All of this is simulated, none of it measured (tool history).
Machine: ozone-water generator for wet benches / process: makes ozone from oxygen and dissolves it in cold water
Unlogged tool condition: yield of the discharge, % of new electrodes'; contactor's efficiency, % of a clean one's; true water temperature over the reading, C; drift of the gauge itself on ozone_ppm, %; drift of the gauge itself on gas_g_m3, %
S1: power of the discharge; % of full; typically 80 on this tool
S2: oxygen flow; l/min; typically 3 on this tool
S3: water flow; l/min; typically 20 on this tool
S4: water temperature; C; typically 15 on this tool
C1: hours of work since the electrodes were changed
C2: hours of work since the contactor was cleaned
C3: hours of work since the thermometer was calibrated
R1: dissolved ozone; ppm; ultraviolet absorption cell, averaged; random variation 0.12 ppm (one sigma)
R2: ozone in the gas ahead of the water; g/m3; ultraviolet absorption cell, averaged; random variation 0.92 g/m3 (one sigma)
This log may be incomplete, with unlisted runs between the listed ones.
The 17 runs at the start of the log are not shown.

run	hour	S1	S2	S3	S4	C1	C2	C3	R1	R2
18	676	80	3	20	9	1167	3172	1167	11.7	154.3
19	718.8	80	1.87	20	15	1203	3209	1203	9.5	186.1
20	770.3	50	2.5	23	17	1247	3253	1247	6.5	119.4
21	826.1	50	2.5	23	17	1295	3301	1295	6.4	119.2
22	855.8	80	2.56	20	17	1321	3326	1321	10.7	161.8
23	882.2	80	2.56	20	17	1343	3349	1343	10.5	161
24	924.3	80	2.56	20	17	1379	3385	1379	10.4	163.9
25	971.3	80	2.92	12	15	1420	3425	1420	18	153.9
26	1018.2	90	3	20	15	1460	3465	1460	12.2	165.9
27	1044.6	76	2.02	16	15	1483	3488	1483	11.8	172.8
28	1076.4	76	2.02	16	15	1510	3515	1510	11.8	170.6
29	1119.2	76	2.02	16	15	1546	3552	1546	11.9	173.5
30	1165.3	61	2.02	16	15	1586	3591	1586	10.2	147.3

For run 31, what comes out?
31	1220	61	3.67	16	15	1633	3638	1633	?	?

Logged for run 31: R1 12.1 ppm, R2 118.1 g/m3.
Were there no unlogged condition in the tool, this run, its random variation unchanged, would have produced R1 12.2 ppm, R2 118.2 g/m3.
